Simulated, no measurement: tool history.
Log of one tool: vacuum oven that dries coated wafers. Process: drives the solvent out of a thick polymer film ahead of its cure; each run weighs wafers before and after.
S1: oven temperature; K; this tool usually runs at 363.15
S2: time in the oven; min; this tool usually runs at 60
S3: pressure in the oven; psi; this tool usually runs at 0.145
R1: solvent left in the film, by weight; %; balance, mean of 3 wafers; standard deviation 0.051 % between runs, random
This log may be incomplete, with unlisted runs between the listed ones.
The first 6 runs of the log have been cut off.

run 7 hour=237.1 | S1=363.15 S2=60 S3=0.162 | R1=0.81
-- hour=274.1 oven's thermocouples calibrated
run 8 hour=275.1 | S1=363.15 S2=94 S3=0.145 | R1=0.27
run 9 hour=301.3 | S1=363.15 S2=60 S3=0.145 | R1=0.71
run 10 hour=328.2 | S1=363.15 S2=60 S3=0.145 | R1=0.77
run 11 hour=369.3 | S1=363.15 S2=60 S3=0.145 | R1=0.81
run 12 hour=416 | S1=363.15 S2=60 S3=0.145 | R1=0.75
run 13 hour=445.8 | S1=363.15 S2=60 S3=0.145 | R1=0.81
run 14 hour=499.4 | S1=363.15 S2=60 S3=0.145 | R1=0.76
run 15 hour=527.6 | S1=363.15 S2=60 S3=0.145 | R1=0.79
run 16 hour=574 | S1=363.15 S2=60 S3=0.103 | R1=0.64
run 17 hour=613.8 | S1=361.15 S2=67 S3=0.103 | R1=0.75
run 18 hour=653.7 | S1=350.15 S2=91 S3=0.28 | R1=3.02
run 19 hour=684.5 | S1=371.15 S2=47 S3=0.238 | R1=0.51
run 20 hour=731.3 | S1=371.15 S2=47 S3=0.238 | R1=0.36
run 21 hour=765.1 | S1=376.15 S2=84 S3=0.223 | R1=0.25
run 22 hour=799.9 | S1=377.15 S2=56 S3=0.38 | R1=0.38
run 23 hour=845.2 | S1=377.15 S2=56 S3=0.38 | R1=0.43
run 24 hour=874.1 | S1=377.15 S2=56 S3=0.38 | R1=0.32
run 25 hour=910.9 | S1=377.15 S2=56 S3=0.386 | R1=0.46
run 26 hour=968.2 | S1=362.15 S2=60 S3=0.381 | R1=1.29
run 27 hour=1018.2 | S1=362.15 S2=33 S3=0.125 | R1=2.84
run 28 hour=1047.1 | S1=362.15 S2=33 S3=0.125 | R1=2.97
run 29 hour=1097.2 | S1=362.15 S2=33 S3=0.125 | R1=2.77
run 30 hour=1135.4 | S1=368.15 S2=54 S3=0.161 | R1=0.44

What if the next run were any one of these 3? Each begins from the tool's condition after run 30:
run A hour=1172.3 | S1=375.15 S2=53 S3=0.145 | R1=?
run B hour=1172.3 | S1=378.15 S2=36 S3=0.09 | R1=?
run C hour=1172.3 | S1=363.15 S2=60 S3=0.508 | R1=?

run=A R1=0.11
run=B R1=0.08
run=C R1=1.28
Had the tool no hidden state, the same runs would have come out as:
run=A R1=0.11
run=B R1=0.07
run=C R1=1.27
